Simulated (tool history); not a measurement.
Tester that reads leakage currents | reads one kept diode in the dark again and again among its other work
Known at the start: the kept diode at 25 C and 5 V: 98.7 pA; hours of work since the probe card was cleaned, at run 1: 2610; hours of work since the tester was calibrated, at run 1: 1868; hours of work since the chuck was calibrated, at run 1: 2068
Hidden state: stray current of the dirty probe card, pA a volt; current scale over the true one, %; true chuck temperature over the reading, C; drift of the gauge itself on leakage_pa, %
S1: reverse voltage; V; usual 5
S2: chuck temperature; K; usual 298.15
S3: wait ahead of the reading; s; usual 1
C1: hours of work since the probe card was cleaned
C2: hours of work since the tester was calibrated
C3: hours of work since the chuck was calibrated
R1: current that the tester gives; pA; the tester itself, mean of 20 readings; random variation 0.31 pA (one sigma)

{"run": 1, "day": 0.0, "S1": 5, "S2": 298.15, "S3": 1, "C1": 2610, "C2": 1868, "C3": 2068, "R1": 90.82}
{"run": 2, "day": 4.025, "S1": 4.21, "S2": 298.15, "S3": 1, "C1": 2648, "C2": 1907, "C3": 2106, "R1": 83.55}
{"run": 3, "day": 7.362, "S1": 4.21, "S2": 298.15, "S3": 1, "C1": 2680, "C2": 1939, "C3": 2138, "R1": 83.71}
{"run": 4, "day": 9.712, "S1": 5, "S2": 313.15, "S3": 1, "C1": 2703, "C2": 1962, "C3": 2161, "R1": 352.98}
{"run": 5, "day": 13.275, "S1": 5, "S2": 313.15, "S3": 1, "C1": 2737, "C2": 1996, "C3": 2195, "R1": 351.05}
{"run": 6, "day": 16.262, "S1": 5, "S2": 298.15, "S3": 1, "C1": 2766, "C2": 2025, "C3": 2224, "R1": 89.73}
{"day": 18.475, "done": "chuck's temperature calibrated"}
{"run": 7, "day": 18.812, "S1": 18.22, "S2": 298.15, "S3": 1, "C1": 2790, "C2": 2049, "C3": 3, "R1": 184.02}
{"run": 8, "day": 21.575, "S1": 18.22, "S2": 298.15, "S3": 1, "C1": 2816, "C2": 2075, "C3": 30, "R1": 184.01}
{"run": 9, "day": 24.954, "S1": 5, "S2": 325.15, "S3": 1, "C1": 2849, "C2": 2108, "C3": 62, "R1": 1083.28}
{"run": 10, "day": 29.208, "S1": 5, "S2": 325.15, "S3": 1, "C1": 2890, "C2": 2148, "C3": 103, "R1": 1084.05}
{"run": 11, "day": 33.967, "S1": 5, "S2": 325.15, "S3": 1, "C1": 2935, "C2": 2194, "C3": 149, "R1": 1082.97}
{"run": 12, "day": 37.488, "S1": 5, "S2": 325.15, "S3": 1, "C1": 2969, "C2": 2228, "C3": 183, "R1": 1074.33}
{"run": 13, "day": 40.971, "S1": 5, "S2": 298.15, "S3": 1, "C1": 3003, "C2": 2262, "C3": 216, "R1": 101.17}
{"run": 14, "day": 45.108, "S1": 5, "S2": 315.15, "S3": 1, "C1": 3043, "C2": 2301, "C3": 256, "R1": 467.74}
{"run": 15, "day": 47.583, "S1": 5, "S2": 298.15, "S3": 1, "C1": 3066, "C2": 2325, "C3": 280, "R1": 101.67}
{"run": 16, "day": 50.167, "S1": 5, "S2": 298.15, "S3": 1, "C1": 3091, "C2": 2350, "C3": 305, "R1": 100.99}
{"run": 17, "day": 53.092, "S1": 5, "S2": 298.15, "S3": 4.5, "C1": 3119, "C2": 2378, "C3": 333, "R1": 99.09}
{"run": 18, "day": 55.542, "S1": 5, "S2": 298.15, "S3": 1, "C1": 3143, "C2": 2402, "C3": 356, "R1": 101.01}
{"run": 19, "day": 58.058, "S1": 1.21, "S2": 298.15, "S3": 1, "C1": 3167, "C2": 2426, "C3": 381, "R1": 54.44}
{"run": 20, "day": 61.567, "S1": 1.21, "S2": 298.15, "S3": 1, "C1": 3201, "C2": 2460, "C3": 414, "R1": 54.16}
{"run": 21, "day": 63.688, "S1": 2.79, "S2": 298.15, "S3": 0.77, "C1": 3221, "C2": 2480, "C3": 435, "R1": 78.11}
{"run": 22, "day": 68.467, "S1": 5, "S2": 311.15, "S3": 2.34, "C1": 3267, "C2": 2526, "C3": 481, "R1": 323.02}
{"run": 23, "day": 71.858, "S1": 3.39, "S2": 318.15, "S3": 3.34, "C1": 3300, "C2": 2559, "C3": 513, "R1": 504.46}
{"run": 24, "day": 75.879, "S1": 16.68, "S2": 323.15, "S3": 0.97, "C1": 3338, "C2": 2597, "C3": 552, "R1": 1492.94}
{"run": 25, "day": 78.388, "S1": 16.68, "S2": 316.15, "S3": 0.97, "C1": 3362, "C2": 2621, "C3": 576, "R1": 838.28}
{"run": 26, "day": 82.904, "S1": 1.04, "S2": 295.15, "S3": 0.73, "C1": 3406, "C2": 2665, "C3": 619, "R1": 37.85}
{"run": 27, "day": 85.946, "S1": 5, "S2": 315.15, "S3": 5.71, "C1": 3435, "C2": 2694, "C3": 649, "R1": 453.9}
{"run": 28, "day": 88.879, "S1": 2.28, "S2": 305.15, "S3": 5.53, "C1": 3463, "C2": 2722, "C3": 677, "R1": 133.64}
{"run": 29, "day": 92.971, "S1": 4.02, "S2": 325.15, "S3": 2.29, "C1": 3503, "C2": 2762, "C3": 716, "R1": 952.91}
{"run": 30, "day": 96.412, "S1": 3.84, "S2": 304.15, "S3": 1.16, "C1": 3536, "C2": 2795, "C3": 749, "R1": 153.38}
{"run": 31, "day": 99.542, "S1": 1.76, "S2": 316.15, "S3": 1.16, "C1": 3566, "C2": 2825, "C3": 779, "R1": 317.68}

Run 32 comes next. What will it give?
{"run": 32, "day": 101.825, "S1": 1.76, "S2": 316.15, "S3": 1.16, "C1": 3588, "C2": 2847, "C3": 801, "R1": "?"}

Run 32 gave R1 315.29 pA.
Without the tool's hidden state the same run would have given R1 327.75 pA.

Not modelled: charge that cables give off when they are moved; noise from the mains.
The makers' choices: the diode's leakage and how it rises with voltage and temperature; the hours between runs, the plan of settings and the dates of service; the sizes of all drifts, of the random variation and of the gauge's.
